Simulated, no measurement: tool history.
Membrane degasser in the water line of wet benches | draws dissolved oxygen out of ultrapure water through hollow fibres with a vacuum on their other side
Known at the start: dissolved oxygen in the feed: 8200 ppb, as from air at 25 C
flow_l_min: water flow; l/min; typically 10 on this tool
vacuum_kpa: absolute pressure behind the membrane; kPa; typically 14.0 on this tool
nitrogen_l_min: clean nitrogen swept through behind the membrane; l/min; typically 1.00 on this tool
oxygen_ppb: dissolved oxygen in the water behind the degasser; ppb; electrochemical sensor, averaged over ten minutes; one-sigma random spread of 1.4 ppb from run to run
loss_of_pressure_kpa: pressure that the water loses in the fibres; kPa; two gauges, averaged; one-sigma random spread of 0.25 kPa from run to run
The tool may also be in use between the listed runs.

run	day	flow_l_min	vacuum_kpa	nitrogen_l_min	oxygen_ppb	loss_of_pressure_kpa
1	0.000	10	14.0	1.00	292.4	65.08
2	2.675	10	14.0	1.00	289.8	64.91
3	5.925	10	27.6	1.00	579.3	65.34
4	9.292	10	27.6	2.43	281.6	64.73
5	11.008	10	27.6	2.43	282.7	65.66
6	13.292	10	27.6	2.43	283.3	65.20
7	16.738	7	27.6	2.43	190.3	45.79
8	19.717	7	27.6	0.68	573.7	45.78
9	21.579	10	14.0	1.00	290.5	65.21
10	24.583	10	12.7	1.00	260.7	64.63
11	27.133	15	14.0	1.00	442.0	97.68
12	28.621	10	18.0	1.00	380.8	64.52
13	32.129	10	18.0	1.00	377.8	65.01
14	34.129	10	18.0	1.00	382.3	64.71
15	36.033	10	18.0	1.00	380.6	65.18
16	37.579	10	18.0	1.00	379.2	64.97
17	40.983	9	18.1	1.67	226.6	58.68
18	43.554	9	18.1	1.67	226.7	58.65
19	45.492	9	18.1	1.67	226.0	58.46
20	47.525	9	32.0	0.84	703.7	58.66
21	50.192	10	11.6	1.72	161.2	65.09
22	52.179	10	13.4	1.00	277.9	64.68
23	53.629	10	9.3	2.17	112.5	64.83
24	56.458	6	9.3	2.17	57.1	38.97
# day 59.554: seals of the vacuum lines changed
25	59.712	11	30.7	2.48	337.2	71.72
26	63.025	12	17.3	0.44	813.8	78.00
27	65.150	8	17.4	2.21	152.5	51.63
28	66.612	10	14.0	1.79	186.3	65.42
29	69.146	10	14.7	1.00	307.9	64.99
30	71.721	10	14.7	1.00	309.3	65.04
31	73.538	10	14.7	1.00	304.7	65.03

Consider 4 possible next runs. They are alternatives, not a sequence: every one starts from the tool as it was left by run 31. What does each give?
A	76.054	8	12.9	2.89	?	?
B	76.054	11	14.0	0.96	?	?
C	76.054	10	30.0	1.00	?	?
D	76.054	7	22.2	2.53	?	?

run	oxygen_ppb	loss_of_pressure_kpa
A	95.1	52.35
B	332.5	71.81
C	629.3	65.01
D	149.0	45.53
With the hidden condition removed and each run's random variation left untouched, the same runs would have given:
run	oxygen_ppb	loss_of_pressure_kpa
A	95.1	52.34
B	332.4	71.80
C	629.2	65.01
D	149.0	45.53

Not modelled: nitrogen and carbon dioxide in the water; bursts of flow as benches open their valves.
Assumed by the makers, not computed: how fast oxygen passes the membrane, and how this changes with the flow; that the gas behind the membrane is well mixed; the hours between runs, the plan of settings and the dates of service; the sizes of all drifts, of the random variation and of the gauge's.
